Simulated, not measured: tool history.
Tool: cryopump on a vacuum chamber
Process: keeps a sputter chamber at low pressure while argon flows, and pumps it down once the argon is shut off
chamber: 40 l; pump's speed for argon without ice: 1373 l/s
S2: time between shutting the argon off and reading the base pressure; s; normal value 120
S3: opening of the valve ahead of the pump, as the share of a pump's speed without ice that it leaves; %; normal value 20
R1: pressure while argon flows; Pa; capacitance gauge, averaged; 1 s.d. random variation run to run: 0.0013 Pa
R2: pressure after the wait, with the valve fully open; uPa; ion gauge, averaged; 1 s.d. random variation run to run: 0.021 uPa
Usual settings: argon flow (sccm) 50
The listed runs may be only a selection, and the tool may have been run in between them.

{"run": 1, "day": 0.0, "argon flow (sccm)": 50, "S2": 120, "S3": 20, "R1": 0.3139, "R2": 0.98}
{"run": 2, "day": 1.342, "argon flow (sccm)": 50, "S2": 133, "S3": 20, "R1": 0.3121, "R2": 0.94}
{"run": 3, "day": 2.396, "argon flow (sccm)": 50, "S2": 235, "S3": 20, "R1": 0.3114, "R2": 0.88}
{"run": 4, "day": 3.246, "argon flow (sccm)": 50, "S2": 120, "S3": 20, "R1": 0.3108, "R2": 1.01}
{"run": 5, "day": 4.638, "argon flow (sccm)": 50, "S2": 120, "S3": 20, "R1": 0.3145, "R2": 1}
{"run": 6, "day": 5.325, "argon flow (sccm)": 50, "S2": 120, "S3": 20, "R1": 0.3142, "R2": 1.04}
{"run": 7, "day": 6.754, "argon flow (sccm)": 50, "S2": 120, "S3": 20, "R1": 0.3134, "R2": 1.05}
{"run": 8, "day": 7.533, "argon flow (sccm)": 93, "S2": 120, "S3": 20, "R1": 0.5871, "R2": 1.05}
{"run": 9, "day": 8.283, "argon flow (sccm)": 50, "S2": 184, "S3": 20, "R1": 0.3135, "R2": 0.97}
{"run": 10, "day": 9.283, "argon flow (sccm)": 80, "S2": 120, "S3": 35, "R1": 0.2922, "R2": 1.08}
{"run": 11, "day": 10.05, "argon flow (sccm)": 80, "S2": 33, "S3": 16, "R1": 0.6286, "R2": 1.63}
{"run": 12, "day": 10.788, "argon flow (sccm)": 85, "S2": 120, "S3": 20, "R1": 0.535, "R2": 1.1}
{"run": 13, "day": 12.112, "argon flow (sccm)": 46, "S2": 120, "S3": 15, "R1": 0.386, "R2": 1.12}
{"run": 14, "day": 13.233, "argon flow (sccm)": 91, "S2": 71, "S3": 58, "R1": 0.2064, "R2": 1.27}
{"run": 15, "day": 14.6, "argon flow (sccm)": 91, "S2": 71, "S3": 58, "R1": 0.208, "R2": 1.33}

Consider 4 possible next runs. They are alternatives, not a sequence: every one starts from the tool as it was left by run 15. What does each give?
{"run": "A", "day": 16.1, "argon flow (sccm)": 51, "S2": 217, "S3": 20, "R1": "?", "R2": "?"}
{"run": "B", "day": 16.1, "argon flow (sccm)": 22, "S2": 203, "S3": 43, "R1": "?", "R2": "?"}
{"run": "C", "day": 16.1, "argon flow (sccm)": 74, "S2": 120, "S3": 37, "R1": "?", "R2": "?"}
{"run": "D", "day": 16.1, "argon flow (sccm)": 39, "S2": 120, "S3": 20, "R1": "?", "R2": "?"}

run=A R1=0.3239 R2=1.1
run=B R1=0.0664 R2=1.1
run=C R1=0.2582 R2=1.19
run=D R1=0.248 R2=1.2
With the hidden condition removed and each run's random variation left untouched, the same runs would have given:
run=A R1=0.3153 R2=0.36
run=B R1=0.0628 R2=0.37
run=C R1=0.2459 R2=0.45
run=D R1=0.2415 R2=0.46
